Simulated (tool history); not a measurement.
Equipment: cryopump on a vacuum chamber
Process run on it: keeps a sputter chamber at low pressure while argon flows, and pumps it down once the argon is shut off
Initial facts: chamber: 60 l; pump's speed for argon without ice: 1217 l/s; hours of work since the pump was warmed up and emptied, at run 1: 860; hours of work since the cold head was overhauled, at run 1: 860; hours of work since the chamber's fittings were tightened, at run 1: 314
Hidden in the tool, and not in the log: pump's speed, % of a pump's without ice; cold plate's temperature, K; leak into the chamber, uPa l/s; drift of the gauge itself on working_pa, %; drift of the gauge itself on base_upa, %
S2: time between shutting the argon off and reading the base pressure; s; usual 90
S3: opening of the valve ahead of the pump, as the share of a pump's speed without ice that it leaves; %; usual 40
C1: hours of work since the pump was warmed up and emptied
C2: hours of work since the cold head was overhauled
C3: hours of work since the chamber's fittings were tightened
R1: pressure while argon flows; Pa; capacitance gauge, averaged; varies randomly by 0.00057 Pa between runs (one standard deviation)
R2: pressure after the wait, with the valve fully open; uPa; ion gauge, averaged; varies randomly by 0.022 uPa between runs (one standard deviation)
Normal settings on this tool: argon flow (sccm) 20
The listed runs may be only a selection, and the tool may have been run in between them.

{"run": 1, "hour": 0.0, "argon flow (sccm)": 20, "S2": 90, "S3": 40, "C1": 860, "C2": 860, "C3": 314, "R1": 0.0834, "R2": 0.82}
{"run": 2, "hour": 29.8, "argon flow (sccm)": 20, "S2": 90, "S3": 40, "C1": 873, "C2": 873, "C3": 327, "R1": 0.0846, "R2": 0.82}
{"hour": 56.7, "done": "pump warmed up, emptied and cooled again"}
{"run": 3, "hour": 71.8, "argon flow (sccm)": 20, "S2": 90, "S3": 40, "C1": 7, "C2": 890, "C3": 344, "R1": 0.0711, "R2": 0.66}
{"run": 4, "hour": 129.1, "argon flow (sccm)": 20, "S2": 90, "S3": 40, "C1": 32, "C2": 915, "C3": 369, "R1": 0.0703, "R2": 0.68}
{"run": 5, "hour": 194.8, "argon flow (sccm)": 20, "S2": 90, "S3": 23, "C1": 62, "C2": 945, "C3": 398, "R1": 0.1218, "R2": 0.65}
{"run": 6, "hour": 258.6, "argon flow (sccm)": 20, "S2": 90, "S3": 23, "C1": 90, "C2": 973, "C3": 427, "R1": 0.123, "R2": 0.66}
{"run": 7, "hour": 291.2, "argon flow (sccm)": 20, "S2": 90, "S3": 23, "C1": 105, "C2": 988, "C3": 441, "R1": 0.1228, "R2": 0.69}
{"run": 8, "hour": 347.3, "argon flow (sccm)": 20, "S2": 90, "S3": 23, "C1": 130, "C2": 1013, "C3": 466, "R1": 0.1223, "R2": 0.68}
{"run": 9, "hour": 388.0, "argon flow (sccm)": 20, "S2": 90, "S3": 23, "C1": 148, "C2": 1031, "C3": 485, "R1": 0.1231, "R2": 0.72}
{"run": 10, "hour": 417.9, "argon flow (sccm)": 20, "S2": 90, "S3": 23, "C1": 161, "C2": 1044, "C3": 498, "R1": 0.1232, "R2": 0.66}
{"run": 11, "hour": 470.2, "argon flow (sccm)": 20, "S2": 90, "S3": 23, "C1": 185, "C2": 1067, "C3": 521, "R1": 0.1228, "R2": 0.67}
{"run": 12, "hour": 538.9, "argon flow (sccm)": 9, "S2": 90, "S3": 40, "C1": 215, "C2": 1098, "C3": 552, "R1": 0.0323, "R2": 0.7}
{"run": 13, "hour": 581.9, "argon flow (sccm)": 9, "S2": 90, "S3": 40, "C1": 234, "C2": 1117, "C3": 571, "R1": 0.033, "R2": 0.71}
{"run": 14, "hour": 631.5, "argon flow (sccm)": 9, "S2": 90, "S3": 40, "C1": 257, "C2": 1139, "C3": 593, "R1": 0.033, "R2": 0.72}
{"run": 15, "hour": 681.2, "argon flow (sccm)": 9, "S2": 90, "S3": 40, "C1": 279, "C2": 1162, "C3": 615, "R1": 0.0326, "R2": 0.75}
{"run": 16, "hour": 710.7, "argon flow (sccm)": 20, "S2": 90, "S3": 40, "C1": 292, "C2": 1175, "C3": 629, "R1": 0.0735, "R2": 0.74}
{"run": 17, "hour": 748.6, "argon flow (sccm)": 20, "S2": 90, "S3": 42, "C1": 309, "C2": 1192, "C3": 646, "R1": 0.0709, "R2": 0.78}
{"run": 18, "hour": 779.2, "argon flow (sccm)": 20, "S2": 90, "S3": 42, "C1": 322, "C2": 1205, "C3": 659, "R1": 0.0704, "R2": 0.71}
{"run": 19, "hour": 834.2, "argon flow (sccm)": 17, "S2": 90, "S3": 21, "C1": 347, "C2": 1230, "C3": 684, "R1": 0.1166, "R2": 0.78}
{"run": 20, "hour": 893.4, "argon flow (sccm)": 17, "S2": 90, "S3": 21, "C1": 373, "C2": 1256, "C3": 710, "R1": 0.1162, "R2": 0.75}
{"run": 21, "hour": 939.1, "argon flow (sccm)": 13, "S2": 31, "S3": 23, "C1": 394, "C2": 1277, "C3": 731, "R1": 0.0822, "R2": 1.32}
{"run": 22, "hour": 967.4, "argon flow (sccm)": 37, "S2": 247, "S3": 23, "C1": 406, "C2": 1289, "C3": 743, "R1": 0.2337, "R2": 0.61}
{"run": 23, "hour": 1028.1, "argon flow (sccm)": 14, "S2": 77, "S3": 35, "C1": 433, "C2": 1316, "C3": 770, "R1": 0.0603, "R2": 0.85}
{"run": 24, "hour": 1088.1, "argon flow (sccm)": 20, "S2": 77, "S3": 16, "C1": 460, "C2": 1343, "C3": 797, "R1": 0.1816, "R2": 0.85}
{"run": 25, "hour": 1154.1, "argon flow (sccm)": 20, "S2": 77, "S3": 16, "C1": 490, "C2": 1373, "C3": 826, "R1": 0.1813, "R2": 0.87}
{"run": 26, "hour": 1209.8, "argon flow (sccm)": 20, "S2": 88, "S3": 40, "C1": 515, "C2": 1397, "C3": 851, "R1": 0.0765, "R2": 0.81}
{"run": 27, "hour": 1264.6, "argon flow (sccm)": 39, "S2": 128, "S3": 17, "C1": 539, "C2": 1422, "C3": 876, "R1": 0.3339, "R2": 0.72}
{"run": 28, "hour": 1329.4, "argon flow (sccm)": 20, "S2": 128, "S3": 17, "C1": 568, "C2": 1451, "C3": 905, "R1": 0.1709, "R2": 0.76}
{"run": 29, "hour": 1375.6, "argon flow (sccm)": 27, "S2": 128, "S3": 18, "C1": 589, "C2": 1471, "C3": 925, "R1": 0.2206, "R2": 0.75}
{"run": 30, "hour": 1406.1, "argon flow (sccm)": 27, "S2": 128, "S3": 18, "C1": 602, "C2": 1485, "C3": 939, "R1": 0.22, "R2": 0.72}
{"run": 31, "hour": 1455.0, "argon flow (sccm)": 12, "S2": 40, "S3": 33, "C1": 624, "C2": 1507, "C3": 961, "R1": 0.0566, "R2": 1.23}
{"run": 32, "hour": 1494.8, "argon flow (sccm)": 25, "S2": 90, "S3": 18, "C1": 642, "C2": 1525, "C3": 979, "R1": 0.204, "R2": 0.86}
{"run": 33, "hour": 1563.4, "argon flow (sccm)": 25, "S2": 90, "S3": 18, "C1": 672, "C2": 1555, "C3": 1009, "R1": 0.2045, "R2": 0.82}
{"run": 34, "hour": 1593.0, "argon flow (sccm)": 36, "S2": 236, "S3": 56, "C1": 686, "C2": 1568, "C3": 1022, "R1": 0.1078, "R2": 0.71}
{"run": 35, "hour": 1634.5, "argon flow (sccm)": 36, "S2": 236, "S3": 56, "C1": 704, "C2": 1587, "C3": 1041, "R1": 0.1078, "R2": 0.71}

3 ways to go on from here, each from the tool as it stands after run 35. What would each give?
{"run": "A", "hour": 1674.4, "argon flow (sccm)": 36, "S2": 100, "S3": 27, "C1": 722, "C2": 1605, "C3": 1059, "R1": "?", "R2": "?"}
{"run": "B", "hour": 1674.4, "argon flow (sccm)": 16, "S2": 236, "S3": 56, "C1": 722, "C2": 1605, "C3": 1059, "R1": "?", "R2": "?"}
{"run": "C", "hour": 1674.4, "argon flow (sccm)": 36, "S2": 223, "S3": 23, "C1": 722, "C2": 1605, "C3": 1059, "R1": "?", "R2": "?"}

run=A R1=0.2036 R2=0.90
run=B R1=0.0476 R2=0.72
run=C R1=0.2369 R2=0.75
Without the tool's unlogged condition, the same runs would have read:
run=A R1=0.1846 R2=0.54
run=B R1=0.0392 R2=0.36
run=C R1=0.2178 R2=0.39

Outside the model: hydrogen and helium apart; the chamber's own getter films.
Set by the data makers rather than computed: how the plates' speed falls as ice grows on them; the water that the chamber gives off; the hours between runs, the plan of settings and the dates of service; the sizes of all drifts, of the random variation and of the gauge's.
